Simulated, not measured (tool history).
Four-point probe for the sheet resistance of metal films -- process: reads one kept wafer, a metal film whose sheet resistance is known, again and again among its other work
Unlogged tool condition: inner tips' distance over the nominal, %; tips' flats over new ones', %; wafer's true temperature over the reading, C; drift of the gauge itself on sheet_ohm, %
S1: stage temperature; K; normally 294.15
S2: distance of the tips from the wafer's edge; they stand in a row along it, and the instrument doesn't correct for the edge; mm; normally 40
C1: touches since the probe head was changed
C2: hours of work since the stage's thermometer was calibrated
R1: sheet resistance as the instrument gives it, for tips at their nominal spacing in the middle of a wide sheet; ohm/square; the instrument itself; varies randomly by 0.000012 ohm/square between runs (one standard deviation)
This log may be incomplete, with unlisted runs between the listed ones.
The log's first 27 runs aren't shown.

Run 28, hour 544.3: usual settings but S1 300.15 K; C1 76270; C2 128. Result: R1 0.058119 ohm/square.
Run 29, hour 568.4: usual settings but S1 300.15 K; C1 77394; C2 145. Result: R1 0.058101 ohm/square.
Run 30, hour 581.8: usual settings but S1 306.15 K, S2 8 mm; C1 78020; C2 155. Result: R1 0.058509 ohm/square.
Run 31, hour 604.7: usual settings but S1 306.15 K, S2 8 mm; C1 79089; C2 171. Result: R1 0.058507 ohm/square.
Run 32, hour 620.8: usual settings but S1 306.15 K, S2 8 mm; C1 79837; C2 182. Result: R1 0.058495 ohm/square.
Run 33, hour 643.7: usual settings but S1 306.15 K, S2 13 mm; C1 80906; C2 199. Result: R1 0.058020 ohm/square.
Run 34, hour 659.6: usual settings but S1 296.15 K, S2 26 mm; C1 81648; C2 210. Result: R1 0.058388 ohm/square.
Run 35, hour 685.0: usual settings but S1 296.15 K, S2 26 mm; C1 82835; C2 228. Result: R1 0.058400 ohm/square.
Run 36, hour 708.8: usual settings but S1 292.15 K, S2 67 mm; C1 83945; C2 246. Result: R1 0.058589 ohm/square.
Run 37, hour 736.1: usual settings but S2 26 mm; C1 85216; C2 265. Result: R1 0.058520 ohm/square.
Run 38, hour 754.5: usual settings but S1 299.15 K, S2 37 mm; C1 86078; C2 278. Result: R1 0.058163 ohm/square.
Run 39, hour 776.2: usual settings but S1 306.15 K, S2 4 mm; C1 87090; C2 294. Result: R1 0.060663 ohm/square.
Run 40, hour 797.8: usual settings but S2 14 mm; C1 88096; C2 309. Result: R1 0.058704 ohm/square.
Run 41, hour 811.7: usual settings but S2 14 mm; C1 88746; C2 319. Result: R1 0.058707 ohm/square.
Run 42, hour 839.3: usual settings but S1 295.15 K, S2 4 mm; C1 90031; C2 339. Result: R1 0.061365 ohm/square.

Branching from run 42: 4 alternative next runs. What would each branch give?
Run A, hour 862.3: usual settings but S1 295.15 K, S2 21 mm; C1 91107; C2 356. Result: R1 ?.
Run B, hour 862.3: usual settings but S1 306.15 K, S2 23 mm; C1 91107; C2 356. Result: R1 ?.
Run C, hour 862.3: usual settings but S1 306.15 K, S2 9 mm; C1 91107; C2 356. Result: R1 ?.
Run D, hour 862.3: usual settings but S2 63 mm; C1 91107; C2 356. Result: R1 ?.

run        R1
  A  0.058482
  B  0.057782
  C  0.058308
  D  0.058473
With the hidden condition removed and each run's random variation left untouched, the same runs would have given:
run        R1
  A  0.058777
  B  0.058073
  C  0.058602
  D  0.058769
